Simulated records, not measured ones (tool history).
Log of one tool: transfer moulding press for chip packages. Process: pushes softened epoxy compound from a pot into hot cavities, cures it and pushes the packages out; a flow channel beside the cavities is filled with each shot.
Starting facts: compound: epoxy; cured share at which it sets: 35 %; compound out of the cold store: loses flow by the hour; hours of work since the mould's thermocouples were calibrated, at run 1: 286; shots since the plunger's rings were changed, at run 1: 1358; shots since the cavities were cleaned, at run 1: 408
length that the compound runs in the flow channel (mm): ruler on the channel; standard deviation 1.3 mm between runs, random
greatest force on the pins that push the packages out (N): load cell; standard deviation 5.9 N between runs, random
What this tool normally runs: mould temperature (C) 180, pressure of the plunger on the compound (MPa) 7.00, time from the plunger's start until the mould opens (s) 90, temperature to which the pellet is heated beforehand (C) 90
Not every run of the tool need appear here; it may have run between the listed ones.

run   hour  mould temperature (C)  pressure of the plunger on the compound (MPa)  time from the plunger's start until the mould opens (s)  temperature to which the pellet is heated beforehand (C)  hours of work since the mould's thermocouples were calibrated  shots since the plunger's rings were changed  shots since the cavities were cleaned  incoming compound's hours out of the cold store  length that the compound runs in the flow channel (mm)  greatest force on the pins that push the packages out (N)
  1    0.0                    180                                           7.00                                                       90                                                        90                                                            286                                          1358                                    408                                             18.8                                                     690                                                        223
       9.1  -- cavities cleaned with cleaning compound and waxed
  2   23.1                    180                                           7.00                                                       90                                                        90                                                            296                                          1565                                    134                                             40.6                                                     610                                                        201
  3   46.3                    180                                           7.00                                                       90                                                        90                                                            306                                          1787                                    356                                             44.9                                                     594                                                        211
      61.6  -- cavities cleaned with cleaning compound and waxed
  4   71.8                    180                                           7.00                                                       90                                                        90                                                            316                                          2017                                     98                                             17.0                                                     697                                                        211
  5   91.1                    180                                           7.00                                                       90                                                        94                                                            325                                          2201                                    282                                             29.2                                                     649                                                        210
  6  110.4                    180                                           7.00                                                       82                                                        94                                                            333                                          2385                                    466                                             30.0                                                     645                                                        246
     114.0  -- cavities cleaned with cleaning compound and waxed
  7  132.9                    180                                           7.00                                                       82                                                        94                                                            343                                          2586                                    180                                             39.0                                                     615                                                        237
     147.7  -- plunger's sealing rings changed
  8  163.0                    180                                           7.00                                                       82                                                        94                                                            355                                           147                                    445                                             30.0                                                     647                                                        240
     167.9  -- cavities cleaned with cleaning compound and waxed
  9  179.2                    180                                           7.00                                                       82                                                        96                                                            361                                           287                                    108                                             25.2                                                     665                                                        243
 10  200.1                    180                                           5.25                                                       90                                                        90                                                            370                                           487                                    308                                             12.4                                                     619                                                        231
     221.2  -- cavities cleaned with cleaning compound and waxed
 11  228.0                    180                                           5.25                                                       90                                                        90                                                            382                                           740                                     65                                             29.4                                                     562                                                        215
 12  247.0                    180                                           5.25                                                       90                                                        90                                                            390                                           921                                    246                                             25.2                                                     575                                                        212
 13  266.9                    180                                           5.33                                                       90                                                        90                                                            399                                          1112                                    437                                             19.0                                                     601                                                        223
     273.2  -- cavities cleaned with cleaning compound and waxed
 14  295.9                    180                                           5.95                                                       90                                                        90                                                            411                                          1375                                    217                                             13.5                                                     656                                                        223
 15  322.5                    180                                           5.95                                                       90                                                        90                                                            423                                          1630                                    472                                             23.7                                                     618                                                        212
     325.3  -- cavities cleaned with cleaning compound and waxed
 16  340.0                    180                                           5.95                                                       90                                                        90                                                            430                                          1783                                    141                                             15.1                                                     652                                                        209
 17  358.0                    185                                           5.28                                                       92                                                        87                                                            438                                          1955                                    313                                             47.5                                                     502                                                        183
 18  372.5                    185                                           5.28                                                       92                                                        87                                                            444                                          2094                                    452                                             15.5                                                     604                                                        189
     377.7  -- cavities cleaned with cleaning compound and waxed
 19  387.6                    182                                           8.36                                                       90                                                        90                                                            450                                          2224                                     95                                             12.2                                                     780                                                        192

Estimate the outcome of run 20 from the log above:
 20  411.7                    180                                           7.00                                                      111                                                        88                                                            461                                          2455                                    326                                             32.1                                                       ?                                                          ?

length that the compound runs in the flow channel (mm): 640
greatest force on the pins that push the packages out (N): 180
With no hidden state in the tool, this same run would have given length that the compound runs in the flow channel (mm) 640, greatest force on the pins that push the packages out (N) 178.

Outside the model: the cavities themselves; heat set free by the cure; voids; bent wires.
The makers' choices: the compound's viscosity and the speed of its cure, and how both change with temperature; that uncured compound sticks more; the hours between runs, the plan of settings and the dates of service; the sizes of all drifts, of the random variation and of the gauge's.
